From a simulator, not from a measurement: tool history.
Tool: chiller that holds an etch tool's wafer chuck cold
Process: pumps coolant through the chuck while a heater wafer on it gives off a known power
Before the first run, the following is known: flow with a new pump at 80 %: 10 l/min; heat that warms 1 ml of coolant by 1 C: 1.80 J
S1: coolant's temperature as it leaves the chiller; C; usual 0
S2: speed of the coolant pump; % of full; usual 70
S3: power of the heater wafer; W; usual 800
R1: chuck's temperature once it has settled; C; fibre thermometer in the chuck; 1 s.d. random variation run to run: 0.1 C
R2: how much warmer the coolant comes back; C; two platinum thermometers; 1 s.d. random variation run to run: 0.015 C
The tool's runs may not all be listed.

run 1 hour=0 | S1=0 S2=70 S3=800 | R1=11.6 R2=3.08
run 2 hour=49.5 | S1=0 S2=70 S3=800 | R1=11.7 R2=3.09
run 3 hour=88.4 | S1=0 S2=70 S3=649 | R1=9.4 R2=2.49
run 4 hour=169.7 | S1=0 S2=70 S3=649 | R1=9.4 R2=2.54
run 5 hour=230.3 | S1=0 S2=70 S3=649 | R1=9.5 R2=2.51
run 6 hour=295.6 | S1=0 S2=70 S3=649 | R1=9.6 R2=2.52
run 7 hour=377.5 | S1=0 S2=70 S3=896 | R1=13.1 R2=3.48
run 8 hour=436.2 | S1=0 S2=70 S3=896 | R1=13.2 R2=3.49
run 9 hour=513.5 | S1=0 S2=60 S3=896 | R1=14.4 R2=4.04
run 10 hour=589.6 | S1=0 S2=60 S3=896 | R1=14.5 R2=4.06
run 11 hour=649.9 | S1=0 S2=60 S3=896 | R1=14.7 R2=4.06
run 12 hour=729.4 | S1=0 S2=60 S3=896 | R1=14.5 R2=4.07
run 13 hour=824.3 | S1=0 S2=70 S3=929 | R1=13.8 R2=3.6
run 14 hour=920.4 | S1=0 S2=77 S3=1090 | R1=15.4 R2=3.85
run 15 hour=983.8 | S1=0 S2=77 S3=1090 | R1=15.4 R2=3.84
run 16 hour=1075.2 | S1=0 S2=77 S3=1090 | R1=15.2 R2=3.86
run 17 hour=1116.4 | S1=1 S2=74 S3=873 | R1=13.4 R2=3.22
run 18 hour=1184.5 | S1=0 S2=70 S3=856 | R1=12.8 R2=3.35
run 19 hour=1269.2 | S1=0 S2=70 S3=1052 | R1=15.7 R2=4.07
run 20 hour=1341.1 | S1=-9 S2=70 S3=661 | R1=1.1 R2=2.58
run 21 hour=1408.2 | S1=-9 S2=70 S3=661 | R1=1 R2=2.58
run 22 hour=1503.8 | S1=-9 S2=70 S3=661 | R1=0.9 R2=2.55
run 23 hour=1554.2 | S1=7 S2=78 S3=800 | R1=18.4 R2=2.81

Branching from run 23: 5 alternative next runs. What would each branch give?
run A hour=1625.5 | S1=7 S2=63 S3=800 | R1=? R2=?
run B hour=1625.5 | S1=0 S2=70 S3=703 | R1=? R2=?
run C hour=1625.5 | S1=-6 S2=71 S3=430 | R1=? R2=?
run D hour=1625.5 | S1=7 S2=67 S3=800 | R1=? R2=?
run E hour=1625.5 | S1=0 S2=96 S3=866 | R1=? R2=?

run=A R1=19.8 R2=3.46
run=B R1=10.8 R2=2.75
run=C R1=0.6 R2=1.65
run=D R1=19.4 R2=3.26
run=E R1=11 R2=2.46
Take away the tool's hidden state, keep each run's random variation, and the runs would have read:
run=A R1=17.9 R2=3.39
run=B R1=9.2 R2=2.69
run=C R1=-0.5 R2=1.62
run=D R1=17.5 R2=3.19
run=E R1=9.3 R2=2.41
